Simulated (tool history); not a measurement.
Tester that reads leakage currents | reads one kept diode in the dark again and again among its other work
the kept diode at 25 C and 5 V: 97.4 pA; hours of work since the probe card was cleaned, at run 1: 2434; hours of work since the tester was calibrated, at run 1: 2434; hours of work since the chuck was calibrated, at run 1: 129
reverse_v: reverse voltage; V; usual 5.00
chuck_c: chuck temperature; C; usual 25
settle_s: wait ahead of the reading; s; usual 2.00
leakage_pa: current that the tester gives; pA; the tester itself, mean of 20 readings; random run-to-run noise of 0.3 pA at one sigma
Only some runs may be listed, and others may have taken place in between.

run,hour,reverse_v,chuck_c,settle_s,hours of work since the probe card was cleaned,hours of work since the tester was calibrated,hours of work since the chuck was calibrated,leakage_pa
1,0.0,5.00,25,2.00,2434,2434,129,107.27
2,107.6,5.00,25,2.00,2493,2493,189,108.63
3,225.0,5.00,25,2.00,2558,2558,254,108.58
4,322.5,5.00,25,1.39,2612,2612,308,109.09
5,452.2,5.00,25,1.39,2684,2684,379,110.49
6,534.9,5.00,25,2.00,2730,2730,425,110.73
7,606.4,5.00,25,0.86,2769,2769,465,112.13
8,709.6,5.00,25,0.86,2826,2826,522,112.49
9,777.4,5.00,57,2.00,2864,2864,559,1088.93
10,877.3,5.00,25,2.00,2919,2919,615,112.58
11,934.9,5.00,25,2.00,2951,2951,646,112.69
12,1030.2,5.00,25,2.00,3004,3004,699,113.28
13,1085.4,5.00,25,2.00,3034,3034,730,114.00
14,1189.0,5.00,25,2.00,3091,3091,787,114.27
15,1252.0,5.00,25,2.00,3126,3126,822,114.72
16,1376.0,5.00,25,2.00,3195,3195,890,114.89
17,1491.1,5.00,25,2.00,3259,3259,954,114.86
18,1591.4,5.00,25,5.06,3314,3314,1009,116.15
# hour 1606.4: probe card cleaned and baked
# hour 1632.1: tester calibrated
19,1686.6,5.00,24,2.00,43,30,1059,96.78
# hour 1715.5: chuck's temperature calibrated
20,1787.6,7.59,58,5.36,98,85,40,1406.20
21,1908.6,7.59,58,5.36,165,152,107,1400.08
22,1990.8,5.36,22,4.22,210,197,152,80.34
23,2103.9,12.49,55,0.64,273,260,215,1503.21
24,2195.8,12.49,55,0.64,324,311,266,1498.98
25,2319.1,12.49,55,0.64,392,379,334,1511.27
26,2372.3,12.49,55,2.09,421,408,363,1507.07
27,2448.3,5.00,30,3.70,463,450,405,150.83
28,2576.2,5.00,30,3.70,534,521,476,151.93
29,2662.2,5.00,30,3.70,582,569,524,152.87
30,2772.1,5.00,30,3.70,642,629,584,152.87
31,2874.2,5.32,30,0.44,699,686,641,162.11
32,2980.8,5.32,60,4.07,758,745,700,1392.75
33,3109.6,3.28,27,2.00,829,816,771,99.09
34,3189.5,2.23,27,4.16,873,860,815,81.28
35,3256.0,9.46,27,4.16,910,897,852,173.94
36,3338.9,14.61,60,0.69,956,943,898,2352.51
37,3431.7,14.61,60,0.69,1007,994,949,2354.50
38,3535.2,14.61,60,0.69,1064,1051,1006,2366.98

Consider 3 possible next runs. They are alternatives, not a sequence: every one starts from the tool as it was left by run 38. What does each give?
A,3592.4,5.00,25,1.79,1096,1083,1038,?
B,3592.4,14.61,42,0.69,1096,1083,1038,?
C,3592.4,7.85,21,2.00,1096,1083,1038,?

run,leakage_pa
A,108.46
B,689.57
C,101.65
With no hidden state in the tool, these same runs would have given:
run,leakage_pa
A,98.17
B,643.00
C,89.17
